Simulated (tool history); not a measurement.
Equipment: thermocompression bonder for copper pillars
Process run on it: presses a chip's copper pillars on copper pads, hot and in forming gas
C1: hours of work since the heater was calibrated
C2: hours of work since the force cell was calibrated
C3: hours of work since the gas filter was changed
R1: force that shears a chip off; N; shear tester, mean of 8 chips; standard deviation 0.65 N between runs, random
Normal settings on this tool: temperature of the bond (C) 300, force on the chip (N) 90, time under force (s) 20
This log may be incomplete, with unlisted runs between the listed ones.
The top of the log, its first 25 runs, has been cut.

{"run": 26, "hour": 628.0, "temperature of the bond (C)": 285, "force on the chip (N)": 119, "time under force (s)": 58, "C1": 384, "C2": 142, "C3": 84, "R1": 80.0}
{"run": 27, "hour": 659.8, "temperature of the bond (C)": 300, "force on the chip (N)": 57, "time under force (s)": 20, "C1": 402, "C2": 160, "C3": 102, "R1": 39.4}
{"run": 28, "hour": 689.4, "temperature of the bond (C)": 300, "force on the chip (N)": 57, "time under force (s)": 20, "C1": 419, "C2": 177, "C3": 119, "R1": 39.6}
{"run": 29, "hour": 710.8, "temperature of the bond (C)": 321, "force on the chip (N)": 107, "time under force (s)": 20, "C1": 431, "C2": 189, "C3": 131, "R1": 78.1}
{"run": 30, "hour": 730.4, "temperature of the bond (C)": 294, "force on the chip (N)": 119, "time under force (s)": 29, "C1": 442, "C2": 200, "C3": 142, "R1": 71.3}
{"run": 31, "hour": 747.6, "temperature of the bond (C)": 316, "force on the chip (N)": 67, "time under force (s)": 12, "C1": 452, "C2": 209, "C3": 152, "R1": 46.2}
{"hour": 774.1, "done": "forming gas filter changed"}
{"run": 32, "hour": 778.6, "temperature of the bond (C)": 316, "force on the chip (N)": 67, "time under force (s)": 12, "C1": 469, "C2": 227, "C3": 3, "R1": 48.7}
{"run": 33, "hour": 795.7, "temperature of the bond (C)": 316, "force on the chip (N)": 67, "time under force (s)": 12, "C1": 479, "C2": 236, "C3": 12, "R1": 46.9}
{"run": 34, "hour": 811.8, "temperature of the bond (C)": 316, "force on the chip (N)": 67, "time under force (s)": 12, "C1": 488, "C2": 245, "C3": 21, "R1": 47.0}
{"hour": 842.6, "done": "heater calibrated with a thermocouple chip"}
{"run": 35, "hour": 846.6, "temperature of the bond (C)": 282, "force on the chip (N)": 67, "time under force (s)": 22, "C1": 2, "C2": 264, "C3": 40, "R1": 40.4}
{"run": 36, "hour": 874.2, "temperature of the bond (C)": 300, "force on the chip (N)": 84, "time under force (s)": 17, "C1": 18, "C2": 280, "C3": 55, "R1": 56.0}
{"run": 37, "hour": 891.7, "temperature of the bond (C)": 300, "force on the chip (N)": 105, "time under force (s)": 12, "C1": 28, "C2": 289, "C3": 65, "R1": 58.5}
{"run": 38, "hour": 915.0, "temperature of the bond (C)": 300, "force on the chip (N)": 105, "time under force (s)": 12, "C1": 41, "C2": 303, "C3": 79, "R1": 55.5}

Forecast run 39:
{"run": 39, "hour": 941.9, "temperature of the bond (C)": 325, "force on the chip (N)": 64, "time under force (s)": 12, "C1": 56, "C2": 318, "C3": 94, "R1": "?"}

R1: 52.1 N
Minus the tool's unlogged condition, the same run would have read R1 54.4 N.

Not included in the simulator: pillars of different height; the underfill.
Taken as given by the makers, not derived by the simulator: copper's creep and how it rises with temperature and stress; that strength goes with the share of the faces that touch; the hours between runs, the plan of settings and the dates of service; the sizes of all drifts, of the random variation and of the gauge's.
